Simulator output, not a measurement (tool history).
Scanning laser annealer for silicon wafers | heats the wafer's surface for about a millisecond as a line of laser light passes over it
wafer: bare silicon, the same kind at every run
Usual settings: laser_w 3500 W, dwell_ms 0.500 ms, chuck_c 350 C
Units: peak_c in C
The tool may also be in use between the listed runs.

run   hour  laser_w  dwell_ms  chuck_c  peak_c
  1    0.0     3500     0.500      350    1092
  2   24.3     3500     0.426      350    1036
      32.2  -- window over the wafer cleaned
  3   44.4     3500     0.426      350    1085
  4   56.7     3500     0.426      350    1082
  5   74.9     3500     0.468      350    1114
  6   93.9     3500     0.426      350    1085
  7  122.4     3500     0.361      350    1025
  8  146.4     3500     0.361      350    1027
  9  165.1     3500     0.526      350    1149
 10  184.3     3744     0.500      350    1205
 11  207.8     3211     0.500      350    1055
 12  225.5     3211     0.500      350    1052
 13  243.2     3211     0.500      350    1051
 14  256.8     3211     0.500      350    1053
 15  277.8     3325     0.407      350    1015
 16  304.8     3747     0.617      387    1321
 17  319.4     3250     0.500      350    1058
 18  347.1     3169     0.500      338    1028
 19  368.1     3169     0.500      338    1023
 20  392.6     3169     0.500      338    1022
 21  405.7     3500     0.364      336    1001
 22  433.5     3500     0.364      336    1002
 23  447.8     3500     0.364      336    1003
 24  468.5     3376     0.364      336     972
 25  490.7     3376     0.364      336     971
 26  503.8     3376     0.364      336     972
 27  521.1     3500     0.527      364    1155

Forecast each of these 3 alternatives for the next run:
  A  545.6     3456     0.394      321       ?
  B  545.6     3388     0.492      321       ?
  C  545.6     3500     0.500      345       ?

run  peak_c
  A     998
  B    1054
  C    1111
Without the tool's hidden state the same runs would have given:
run  peak_c
  A    1021
  B    1078
  C    1137
